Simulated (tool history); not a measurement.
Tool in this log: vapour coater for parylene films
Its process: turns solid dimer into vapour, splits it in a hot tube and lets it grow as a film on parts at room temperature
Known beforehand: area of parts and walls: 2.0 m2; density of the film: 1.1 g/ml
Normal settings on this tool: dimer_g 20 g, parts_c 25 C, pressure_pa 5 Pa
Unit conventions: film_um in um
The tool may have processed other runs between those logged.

run   hour  dimer_g  parts_c  pressure_pa  film_um
  1      0       20       25            5     4.16
  2   50.5       20       25            5     4.12
  3     99       20       25            5     4.06
       121  -- trap's valve overhauled
  4  138.6       20       34            5     3.62
  5    187       20       34            5     3.74
  6  219.8       20       25            5     4.25
  7  267.9       20       37            5     3.54
  8  291.8       20       25         3.07     4.41
       297  -- table's thermometer calibrated
  9    323       20       25         3.07     4.39
 10  351.8       14       18         3.07     3.54
 11  372.9       14       29         6.64     2.81
 12  422.8       11       25         10.1     2.22
     432.5  -- table's thermometer calibrated, once more
 13  455.6       11       25         10.1     2.26
 14  480.9       18       22         2.32     4.19
 15  531.6       19       18         2.41     4.81
 16  559.7       18       20         3.23     4.26
 17  602.1       20       22         2.86     4.58
 18  653.5        9       25         7.35     1.86

What if the next run were any one of these 4? Each begins from the tool's condition after run 18:
  A  703.8       27       25         7.22        ?
  B  703.8       20       25         7.41        ?
  C  703.8       17       25         7.19        ?
  D  703.8       12       27         7.35        ?

run  film_um
  A     5.66
  B     4.13
  C     3.45
  D     2.41
With no hidden state in the tool, these same runs would have given:
run  film_um
  A     5.92
  B     4.32
  C     3.61
  D     2.52

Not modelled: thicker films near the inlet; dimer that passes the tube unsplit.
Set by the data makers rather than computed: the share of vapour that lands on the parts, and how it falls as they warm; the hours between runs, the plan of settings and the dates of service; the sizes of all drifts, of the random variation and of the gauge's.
